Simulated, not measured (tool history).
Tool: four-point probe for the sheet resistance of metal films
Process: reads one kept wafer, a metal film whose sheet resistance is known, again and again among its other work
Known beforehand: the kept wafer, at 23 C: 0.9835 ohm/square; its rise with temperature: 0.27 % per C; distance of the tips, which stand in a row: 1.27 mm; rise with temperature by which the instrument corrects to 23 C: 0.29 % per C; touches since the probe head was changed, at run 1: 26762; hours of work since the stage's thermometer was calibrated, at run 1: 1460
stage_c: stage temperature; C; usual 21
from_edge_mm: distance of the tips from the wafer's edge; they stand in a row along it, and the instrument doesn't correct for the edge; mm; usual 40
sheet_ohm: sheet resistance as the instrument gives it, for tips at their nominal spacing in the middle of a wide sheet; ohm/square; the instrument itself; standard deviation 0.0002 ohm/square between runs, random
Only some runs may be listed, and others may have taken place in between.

run     day  stage_c  from_edge_mm  touches since the probe head was changed  hours of work since the stage's thermometer was calibrated  sheet_ohm
  1   0.000       21            40                                     26762                                                        1460   0.981197
  2   1.779       21            40                                     27905                                                        1491   0.981477
  3   3.188       21            40                                     28809                                                        1515   0.981208
  4   4.979       21            40                                     29963                                                        1546   0.981442
  5   6.171       21            40                                     30728                                                        1566   0.981618
  6   7.508       21            40                                     31587                                                        1589   0.981501
  7   8.442       21             5                                     32187                                                        1606   1.013557
  8   9.933       21             5                                     33147                                                        1631   1.013624
     10.029  -- stage's thermometer calibrated
  9  10.758       21             5                                     33662                                                          13   1.013238
 10  11.779       34            23                                     34317                                                          30   0.979655
 11  13.429       29             6                                     35378                                                          59   1.002231
 12  14.812       29             6                                     36267                                                          82   1.001828
 13  15.767       20             4                                     36882                                                          99   1.031262
 14  16.721       30            18                                     37495                                                         115   0.981794
     18.262  -- stage's thermometer calibrated, once more
 15  18.362       31            10                                     38535                                                           2   0.989203
 16  19.188       31            33                                     39067                                                          16   0.981567

3 options for the next run, each taken on its own from the tool as it stands now. Forecast them:
  A  20.404       23            17                                     39848                                                          37          ?
  B  20.404       26             8                                     39848                                                          37          ?
  C  20.404       26            16                                     39848                                                          37          ?

run  sheet_ohm
  A   0.985258
  B   0.994972
  C   0.985321
Stripped of hidden state, with their random variation kept, the same runs would have yielded:
run  sheet_ohm
  A   0.986424
  B   0.996149
  C   0.986488
